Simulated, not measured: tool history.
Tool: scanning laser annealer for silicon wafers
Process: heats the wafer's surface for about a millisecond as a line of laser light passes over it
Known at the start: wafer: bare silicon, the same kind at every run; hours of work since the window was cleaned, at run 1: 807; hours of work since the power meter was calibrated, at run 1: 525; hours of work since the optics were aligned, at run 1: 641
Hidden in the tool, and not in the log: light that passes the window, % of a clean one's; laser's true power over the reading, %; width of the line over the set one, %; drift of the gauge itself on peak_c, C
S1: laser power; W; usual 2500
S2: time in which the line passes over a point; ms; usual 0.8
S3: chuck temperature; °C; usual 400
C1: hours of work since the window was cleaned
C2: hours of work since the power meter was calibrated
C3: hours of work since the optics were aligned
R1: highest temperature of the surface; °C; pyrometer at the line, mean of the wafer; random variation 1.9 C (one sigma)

{"run": 1, "day": 0.0, "S1": 2500, "S2": 0.8, "S3": 400, "C1": 807, "C2": 525, "C3": 641, "R1": 1134}
{"run": 2, "day": 0.912, "S1": 2500, "S2": 0.8, "S3": 400, "C1": 824, "C2": 541, "C3": 657, "R1": 1130}
{"run": 3, "day": 1.342, "S1": 2500, "S2": 0.8, "S3": 400, "C1": 832, "C2": 549, "C3": 665, "R1": 1130}
{"run": 4, "day": 1.858, "S1": 2500, "S2": 0.8, "S3": 400, "C1": 841, "C2": 558, "C3": 675, "R1": 1128}
{"run": 5, "day": 2.696, "S1": 2339, "S2": 0.8, "S3": 400, "C1": 856, "C2": 574, "C3": 690, "R1": 1072}
{"run": 6, "day": 3.546, "S1": 2339, "S2": 0.8, "S3": 400, "C1": 872, "C2": 589, "C3": 705, "R1": 1071}
{"run": 7, "day": 4.029, "S1": 2500, "S2": 0.8, "S3": 409, "C1": 881, "C2": 598, "C3": 714, "R1": 1135}
{"run": 8, "day": 4.908, "S1": 2500, "S2": 0.8, "S3": 409, "C1": 897, "C2": 614, "C3": 730, "R1": 1138}
{"run": 9, "day": 5.388, "S1": 2500, "S2": 0.8, "S3": 400, "C1": 905, "C2": 623, "C3": 739, "R1": 1127}
{"run": 10, "day": 6.038, "S1": 2500, "S2": 0.8, "S3": 400, "C1": 917, "C2": 634, "C3": 751, "R1": 1121}
{"run": 11, "day": 6.938, "S1": 2500, "S2": 0.8, "S3": 400, "C1": 934, "C2": 651, "C3": 767, "R1": 1128}
{"run": 12, "day": 7.683, "S1": 2500, "S2": 0.8, "S3": 385, "C1": 947, "C2": 664, "C3": 781, "R1": 1111}
{"run": 13, "day": 8.342, "S1": 2500, "S2": 0.8, "S3": 385, "C1": 959, "C2": 676, "C3": 793, "R1": 1111}
{"run": 14, "day": 9.0, "S1": 2500, "S2": 0.647, "S3": 400, "C1": 971, "C2": 688, "C3": 805, "R1": 1055}
{"run": 15, "day": 9.946, "S1": 2500, "S2": 0.647, "S3": 400, "C1": 988, "C2": 706, "C3": 822, "R1": 1056}
{"day": 10.542, "done": "window over the wafer cleaned"}
{"run": 16, "day": 10.917, "S1": 2500, "S2": 0.647, "S3": 400, "C1": 7, "C2": 722, "C3": 838, "R1": 1070}
{"run": 17, "day": 11.704, "S1": 2500, "S2": 0.647, "S3": 400, "C1": 21, "C2": 736, "C3": 852, "R1": 1070}
{"run": 18, "day": 12.517, "S1": 2500, "S2": 0.818, "S3": 400, "C1": 36, "C2": 751, "C3": 867, "R1": 1147}
{"run": 19, "day": 12.908, "S1": 2500, "S2": 0.8, "S3": 400, "C1": 43, "C2": 758, "C3": 874, "R1": 1139}
{"day": 13.312, "done": "optics aligned, line set to its width"}
{"run": 20, "day": 13.575, "S1": 2548, "S2": 0.8, "S3": 400, "C1": 51, "C2": 766, "C3": 5, "R1": 1160}
{"run": 21, "day": 14.296, "S1": 2617, "S2": 0.607, "S3": 435, "C1": 64, "C2": 779, "C3": 18, "R1": 1122}
{"day": 14.462, "done": "laser's power meter calibrated"}
{"run": 22, "day": 14.9, "S1": 2744, "S2": 0.8, "S3": 394, "C1": 73, "C2": 8, "C3": 27, "R1": 1220}
{"run": 23, "day": 15.417, "S1": 2744, "S2": 0.87, "S3": 410, "C1": 83, "C2": 17, "C3": 36, "R1": 1273}
{"run": 24, "day": 15.858, "S1": 2500, "S2": 0.8, "S3": 365, "C1": 91, "C2": 25, "C3": 44, "R1": 1107}
{"run": 25, "day": 16.679, "S1": 2500, "S2": 0.888, "S3": 374, "C1": 106, "C2": 40, "C3": 59, "R1": 1157}
{"run": 26, "day": 17.392, "S1": 2500, "S2": 0.888, "S3": 374, "C1": 119, "C2": 53, "C3": 72, "R1": 1157}
{"run": 27, "day": 18.033, "S1": 2500, "S2": 0.888, "S3": 374, "C1": 130, "C2": 65, "C3": 84, "R1": 1154}
{"run": 28, "day": 18.725, "S1": 2500, "S2": 0.888, "S3": 374, "C1": 143, "C2": 78, "C3": 96, "R1": 1155}
{"day": 19.021, "done": "laser's power meter calibrated, once more"}
{"run": 29, "day": 19.404, "S1": 2542, "S2": 0.905, "S3": 374, "C1": 153, "C2": 7, "C3": 106, "R1": 1181}
{"run": 30, "day": 20.033, "S1": 2665, "S2": 0.905, "S3": 374, "C1": 164, "C2": 18, "C3": 118, "R1": 1221}
{"run": 31, "day": 20.767, "S1": 2665, "S2": 0.905, "S3": 374, "C1": 178, "C2": 32, "C3": 131, "R1": 1220}
{"run": 32, "day": 21.4, "S1": 2410, "S2": 0.8, "S3": 394, "C1": 189, "C2": 43, "C3": 143, "R1": 1105}
{"run": 33, "day": 22.208, "S1": 2410, "S2": 0.679, "S3": 406, "C1": 204, "C2": 58, "C3": 157, "R1": 1064}
{"run": 34, "day": 22.988, "S1": 2270, "S2": 0.8, "S3": 382, "C1": 218, "C2": 72, "C3": 171, "R1": 1043}
{"run": 35, "day": 23.475, "S1": 2505, "S2": 0.867, "S3": 426, "C1": 227, "C2": 81, "C3": 180, "R1": 1200}
{"run": 36, "day": 24.433, "S1": 2505, "S2": 0.867, "S3": 426, "C1": 244, "C2": 98, "C3": 198, "R1": 1194}
{"run": 37, "day": 25.238, "S1": 2502, "S2": 0.8, "S3": 437, "C1": 259, "C2": 113, "C3": 212, "R1": 1177}
{"run": 38, "day": 26.183, "S1": 2669, "S2": 0.8, "S3": 375, "C1": 276, "C2": 130, "C3": 230, "R1": 1171}
{"run": 39, "day": 26.617, "S1": 2531, "S2": 0.632, "S3": 382, "C1": 284, "C2": 138, "C3": 237, "R1": 1053}
{"run": 40, "day": 27.058, "S1": 2336, "S2": 0.823, "S3": 433, "C1": 292, "C2": 146, "C3": 245, "R1": 1124}

Hidden state or all else? Some run-to-run changes of R1, split into what the settings, what came in and random variation would give without the hidden state, and what is left for the hidden state (with any gauge scatter that isn't in both results):
Run 1 -> 2: no setting changed, nothing entered. R1 -4 °C: hidden state -2, all else -2.
Run 15 -> 16: window over the wafer cleaned. R1 +14 °C: hidden state +14, all else +0.
Run 19 -> 20: S1 2500 -> 2548, optics aligned, line set to its width. R1 +21 °C: hidden state +5, all else +16.
Run 23 -> 24: S1 2744 -> 2500, S2 0.87 -> 0.8, S3 410 -> 365. R1 -166 °C: hidden state +0, all else -166.
Run 34 -> 35: S1 2270 -> 2505, S2 0.8 -> 0.867, S3 382 -> 426. R1 +157 °C: hidden state -2, all else +159.
Run 38 -> 39: S1 2669 -> 2531, S2 0.8 -> 0.632, S3 375 -> 382. R1 -118 °C: hidden state +2, all else -120.

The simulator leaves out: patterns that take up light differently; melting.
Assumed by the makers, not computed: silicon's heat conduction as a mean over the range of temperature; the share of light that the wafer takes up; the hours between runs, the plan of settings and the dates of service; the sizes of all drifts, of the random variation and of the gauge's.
